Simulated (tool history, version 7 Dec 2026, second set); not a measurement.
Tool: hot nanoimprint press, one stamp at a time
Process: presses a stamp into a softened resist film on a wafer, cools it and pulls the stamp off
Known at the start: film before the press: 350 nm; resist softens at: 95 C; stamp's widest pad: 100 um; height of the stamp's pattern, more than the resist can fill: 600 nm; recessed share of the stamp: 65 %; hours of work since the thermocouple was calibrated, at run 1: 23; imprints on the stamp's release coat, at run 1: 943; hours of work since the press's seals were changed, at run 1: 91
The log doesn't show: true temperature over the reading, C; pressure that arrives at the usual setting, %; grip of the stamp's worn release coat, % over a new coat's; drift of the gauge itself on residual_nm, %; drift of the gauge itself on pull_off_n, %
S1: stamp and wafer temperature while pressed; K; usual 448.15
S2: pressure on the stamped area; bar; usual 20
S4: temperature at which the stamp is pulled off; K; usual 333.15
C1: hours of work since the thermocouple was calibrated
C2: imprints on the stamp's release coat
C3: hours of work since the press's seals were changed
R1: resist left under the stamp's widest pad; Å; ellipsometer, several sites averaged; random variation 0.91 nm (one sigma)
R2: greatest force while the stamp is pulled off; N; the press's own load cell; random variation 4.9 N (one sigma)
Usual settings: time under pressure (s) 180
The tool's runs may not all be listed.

Run 1, hour 0: usual settings; C1 23; C2 943; C3 91. Result: R1 1449 Å, R2 239 N.
Run 2, hour 9.6: usual settings; C1 30; C2 987; C3 98. Result: R1 1456 Å, R2 236 N.
Run 3, hour 22.7: usual settings; C1 39; C2 1046; C3 108. Result: R1 1454 Å, R2 243 N.
Run 4, hour 42.2: usual settings but S4 325.15 K; C1 53; C2 1134; C3 121. Result: R1 1445 Å, R2 279 N.
Run 5, hour 57.3: usual settings but time under pressure (s) 184, S4 325.15 K; C1 63; C2 1203; C3 132. Result: R1 1444 Å, R2 290 N.
Run 6, hour 65.7: usual settings but time under pressure (s) 184, S4 325.15 K; C1 69; C2 1241; C3 138. Result: R1 1448 Å, R2 285 N.
Run 7, hour 75.1: usual settings but time under pressure (s) 184, S4 325.15 K; C1 76; C2 1283; C3 145. Result: R1 1453 Å, R2 286 N.
Run 8, hour 93.9: usual settings but time under pressure (s) 139; C1 89; C2 1369; C3 158. Result: R1 1591 Å, R2 251 N.
Run 9, hour 110: usual settings but time under pressure (s) 139; C1 101; C2 1442; C3 170. Result: R1 1575 Å, R2 241 N.
Run 10, hour 125.7: usual settings; C1 112; C2 1513; C3 181. Result: R1 1455 Å, R2 232 N.
Run 11, hour 135.5: usual settings; C1 119; C2 1557; C3 188. Result: R1 1452 Å, R2 248 N.
Run 12, hour 151.7: usual settings; C1 130; C2 1631; C3 199. Result: R1 1451 Å, R2 241 N.
Run 13, hour 167.9: usual settings; C1 142; C2 1704; C3 211. Result: R1 1444 Å, R2 242 N.
Run 14, hour 183: usual settings; C1 153; C2 1772; C3 221. Result: R1 1453 Å, R2 244 N.
Run 15, hour 199: usual settings but S1 437.15 K; C1 164; C2 1845; C3 233. Result: R1 2017 Å, R2 240 N.
Run 16, hour 218: usual settings but S1 437.15 K; C1 178; C2 1931; C3 246. Result: R1 2031 Å, R2 234 N.
Run 17, hour 233.3: usual settings but S1 437.15 K, S2 19.4 bar; C1 188; C2 2000; C3 257. Result: R1 2066 Å, R2 236 N.
Run 18, hour 247.1: usual settings but S1 437.15 K, S2 19.4 bar; C1 198; C2 2063; C3 267. Result: R1 2042 Å, R2 243 N.
Run 19, hour 258.9: usual settings but S1 439.15 K, S2 15.7 bar, time under pressure (s) 240; C1 207; C2 2116; C3 275. Result: R1 1912 Å, R2 238 N.
Run 20, hour 271.7: usual settings but S1 439.15 K, S2 15.7 bar, time under pressure (s) 240; C1 216; C2 2174; C3 284. Result: R1 1897 Å, R2 236 N.
Run 21, hour 290: usual settings but time under pressure (s) 118, S4 332.15 K; C1 229; C2 2257; C3 297. Result: R1 1698 Å, R2 254 N.
Run 22, hour 309.3: usual settings but time under pressure (s) 118, S4 332.15 K; C1 242; C2 2344; C3 311. Result: R1 1698 Å, R2 254 N.
Run 23, hour 328.6: usual settings but S1 447.15 K, S2 25.8 bar, time under pressure (s) 104, S4 330.15 K; C1 256; C2 2432; C3 325. Result: R1 1640 Å, R2 255 N.
At hour 345.1: stamp cleaned and given a new release coat.
Run 24, hour 353.2: usual settings but S1 447.15 K, S2 27.1 bar, time under pressure (s) 104, S4 323.15 K; C1 269; C2 37; C3 338. Result: R1 1609 Å, R2 287 N.
Run 25, hour 368.7: usual settings but S1 454.15 K, time under pressure (s) 145; C1 280; C2 107; C3 349. Result: R1 1328 Å, R2 235 N.
Run 26, hour 381.2: usual settings but S1 458.15 K, S2 12.4 bar, time under pressure (s) 145; C1 289; C2 164; C3 358. Result: R1 1506 Å, R2 238 N.
Run 27, hour 398.4: usual settings but S1 458.15 K, S2 26.3 bar, time under pressure (s) 145, S4 340.15 K; C1 301; C2 242; C3 370. Result: R1 1032 Å, R2 203 N.
Run 28, hour 413.2: usual settings but S2 12.6 bar, S4 321.15 K; C1 312; C2 309; C3 380. Result: R1 1779 Å, R2 308 N.
Run 29, hour 422.1: usual settings but S2 28.8 bar, time under pressure (s) 193, S4 324.15 K; C1 318; C2 349; C3 387. Result: R1 1183 Å, R2 286 N.
Run 30, hour 438: usual settings but S1 455.15 K; C1 329; C2 421; C3 398. Result: R1 1193 Å, R2 243 N.
Run 31, hour 457.4: usual settings but S1 442.15 K, S2 22.7 bar, time under pressure (s) 100, S4 330.15 K; C1 343; C2 509; C3 412. Result: R1 2029 Å, R2 251 N.

Hidden state at the last listed run before each entry between runs and at the first one after, where it differs:
Between runs 23 and 24: stamp cleaned and given a new release coat (hour 345.1)
  grip of the stamp's worn release coat, % over a new coat's: 1.4 -> 0
